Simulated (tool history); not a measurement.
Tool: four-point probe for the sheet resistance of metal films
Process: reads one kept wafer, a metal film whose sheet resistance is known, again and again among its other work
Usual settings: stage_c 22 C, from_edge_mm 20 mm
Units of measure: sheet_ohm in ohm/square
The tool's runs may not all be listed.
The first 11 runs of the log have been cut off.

Run 12, day 9.408: usual settings. Result: sheet_ohm 7.571718 ohm/square.
Run 13, day 10.171: usual settings but from_edge_mm 4 mm. Result: sheet_ohm 7.942842 ohm/square.
Run 14, day 10.717: usual settings but from_edge_mm 4 mm. Result: sheet_ohm 7.944571 ohm/square.
Run 15, day 11.358: usual settings. Result: sheet_ohm 7.571568 ohm/square.
Run 16, day 12.133: usual settings. Result: sheet_ohm 7.571845 ohm/square.
Run 17, day 12.875: usual settings. Result: sheet_ohm 7.573141 ohm/square.
Run 18, day 13.904: usual settings. Result: sheet_ohm 7.57337 ohm/square.
Run 19, day 14.379: usual settings. Result: sheet_ohm 7.570694 ohm/square.
Run 20, day 14.912: usual settings. Result: sheet_ohm 7.574554 ohm/square.
Run 21, day 15.733: usual settings. Result: sheet_ohm 7.575392 ohm/square.
At day 15.838: stage's thermometer calibrated.
Run 22, day 16.921: usual settings. Result: sheet_ohm 7.570118 ohm/square.
Run 23, day 17.888: usual settings but stage_c 24 C, from_edge_mm 7 mm. Result: sheet_ohm 7.677422 ohm/square.
Run 24, day 18.504: usual settings but stage_c 29 C. Result: sheet_ohm 7.543181 ohm/square.
Run 25, day 19.571: usual settings but stage_c 25 C, from_edge_mm 4 mm. Result: sheet_ohm 7.931678 ohm/square.
Run 26, day 20.496: usual settings but from_edge_mm 19 mm. Result: sheet_ohm 7.573473 ohm/square.
Run 27, day 21.254: usual settings but from_edge_mm 19 mm. Result: sheet_ohm 7.571152 ohm/square.
Run 28, day 21.925: usual settings but stage_c 31 C, from_edge_mm 6 mm. Result: sheet_ohm 7.692721 ohm/square.
At day 22.375: stage's thermometer calibrated, once more.
Run 29, day 23.017: usual settings but stage_c 31 C, from_edge_mm 6 mm. Result: sheet_ohm 7.702868 ohm/square.
Run 30, day 24: usual settings but stage_c 30 C, from_edge_mm 72 mm. Result: sheet_ohm 7.530718 ohm/square.
Run 31, day 25.05: usual settings but from_edge_mm 5 mm. Result: sheet_ohm 7.815227 ohm/square.
Run 32, day 26.021: usual settings but from_edge_mm 5 mm. Result: sheet_ohm 7.817739 ohm/square.
Run 33, day 26.875: usual settings but stage_c 34 C, from_edge_mm 5 mm. Result: sheet_ohm 7.767368 ohm/square.
Run 34, day 27.362: usual settings but stage_c 34 C, from_edge_mm 5 mm. Result: sheet_ohm 7.765515 ohm/square.
Run 35, day 28.275: usual settings but stage_c 30 C, from_edge_mm 3 mm. Result: sheet_ohm 8.186692 ohm/square.
Run 36, day 29.058: usual settings but stage_c 30 C, from_edge_mm 3 mm. Result: sheet_ohm 8.189012 ohm/square.

Run 37, settings as shown, results not yet in. Your forecast:
Run 37, day 30.2: usual settings but stage_c 20 C, from_edge_mm 14 mm. Result: sheet_ohm ?.

sheet_ohm: 7.606681 ohm/square
If the tool had no hidden condition, the same run with the same run-to-run variation would have returned sheet_ohm 7.576822 ohm/square.
